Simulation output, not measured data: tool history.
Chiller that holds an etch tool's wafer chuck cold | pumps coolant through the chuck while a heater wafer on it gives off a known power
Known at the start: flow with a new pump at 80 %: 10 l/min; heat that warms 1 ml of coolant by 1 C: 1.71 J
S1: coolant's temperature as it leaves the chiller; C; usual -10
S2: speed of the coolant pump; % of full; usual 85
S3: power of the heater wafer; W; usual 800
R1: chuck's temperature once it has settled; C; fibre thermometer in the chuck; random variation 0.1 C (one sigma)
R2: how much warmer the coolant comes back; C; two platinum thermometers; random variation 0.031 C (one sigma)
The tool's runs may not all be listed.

run 1 hour=0 | S1=-10 S2=85 S3=800 | R1=1.2 R2=2.7
run 2 hour=59.6 | S1=-10 S2=68 S3=800 | R1=3.7 R2=3.4
run 3 hour=129.7 | S1=-10 S2=68 S3=740 | R1=2.9 R2=3.15
run 4 hour=181.1 | S1=-10 S2=68 S3=740 | R1=2.7 R2=3.18
run 5 hour=245.1 | S1=-10 S2=68 S3=740 | R1=3 R2=3.15
run 6 hour=309.5 | S1=-10 S2=85 S3=800 | R1=1.4 R2=2.66
run 7 hour=369.3 | S1=-10 S2=85 S3=800 | R1=1.3 R2=2.67
run 8 hour=408.1 | S1=-10 S2=85 S3=800 | R1=1.6 R2=2.68
run 9 hour=468.7 | S1=-17 S2=85 S3=800 | R1=-5.5 R2=2.67
run 10 hour=523.6 | S1=-10 S2=85 S3=800 | R1=1.3 R2=2.71
run 11 hour=558.6 | S1=-10 S2=85 S3=800 | R1=1.6 R2=2.7
run 12 hour=616.9 | S1=-10 S2=85 S3=800 | R1=1.9 R2=2.62
run 13 hour=655.3 | S1=-10 S2=85 S3=800 | R1=1.9 R2=2.7
run 14 hour=688.2 | S1=-10 S2=85 S3=800 | R1=1.8 R2=2.64
run 15 hour=746.7 | S1=-10 S2=95 S3=800 | R1=1 R2=2.42
run 16 hour=819.1 | S1=-10 S2=95 S3=800 | R1=0.7 R2=2.4
run 17 hour=858.3 | S1=-10 S2=95 S3=800 | R1=0.8 R2=2.37
run 18 hour=914.9 | S1=-3 S2=61 S3=644 | R1=10.1 R2=3.12
run 19 hour=978.6 | S1=-17 S2=61 S3=699 | R1=-2.5 R2=3.48
run 20 hour=1024.7 | S1=-17 S2=75 S3=494 | R1=-8.8 R2=1.94
run 21 hour=1068.3 | S1=-17 S2=75 S3=494 | R1=-8.7 R2=2
run 22 hour=1118.9 | S1=-17 S2=75 S3=494 | R1=-8.6 R2=1.97
run 23 hour=1195 | S1=-2 S2=75 S3=504 | R1=5 R2=1.98
run 24 hour=1225.9 | S1=-16 S2=65 S3=631 | R1=-6.1 R2=2.92
run 25 hour=1290.4 | S1=-10 S2=85 S3=715 | R1=-1.4 R2=2.44
run 26 hour=1343.6 | S1=-10 S2=70 S3=968 | R1=4.3 R2=4.16
run 27 hour=1379 | S1=-10 S2=70 S3=968 | R1=4.4 R2=4.15
run 28 hour=1433.6 | S1=-7 S2=70 S3=968 | R1=7.4 R2=4.18
run 29 hour=1498.6 | S1=-10 S2=79 S3=636 | R1=-1.5 R2=2.41
run 30 hour=1557.8 | S1=-10 S2=79 S3=636 | R1=-1.4 R2=2.37
run 31 hour=1608.9 | S1=-10 S2=79 S3=636 | R1=-1.6 R2=2.38

Not shown: 2 entries that the log had between the listed runs. Between which runs, and how does the tool's hidden state differ before and after?
Between runs 11 and 12: chiller's thermometer calibrated (hour 576)
  heat passed by the chuck's channels, % of clean ones': 79.3 -> 79; flow at a given pump speed, % of a new pump's: 97.4 -> 97.2; coolant's true temperature over the reading, C: -0.27 -> -0.03
  measured less the result without the state, R1: +2.1 -> +2.4 C; R2: +0.07 -> +0.07 C
Between runs 22 and 23: coolant changed, channels flushed (hour 1168.4)
  heat passed by the chuck's channels, % of clean ones': 76.8 -> 99.5; flow at a given pump speed, % of a new pump's: 95.9 -> 95.7; coolant's true temperature over the reading, C: -0.1 -> -0.11
  measured less the result without the state, R1: +1.9 -> +0.2 C; R2: +0.08 -> +0.09 C

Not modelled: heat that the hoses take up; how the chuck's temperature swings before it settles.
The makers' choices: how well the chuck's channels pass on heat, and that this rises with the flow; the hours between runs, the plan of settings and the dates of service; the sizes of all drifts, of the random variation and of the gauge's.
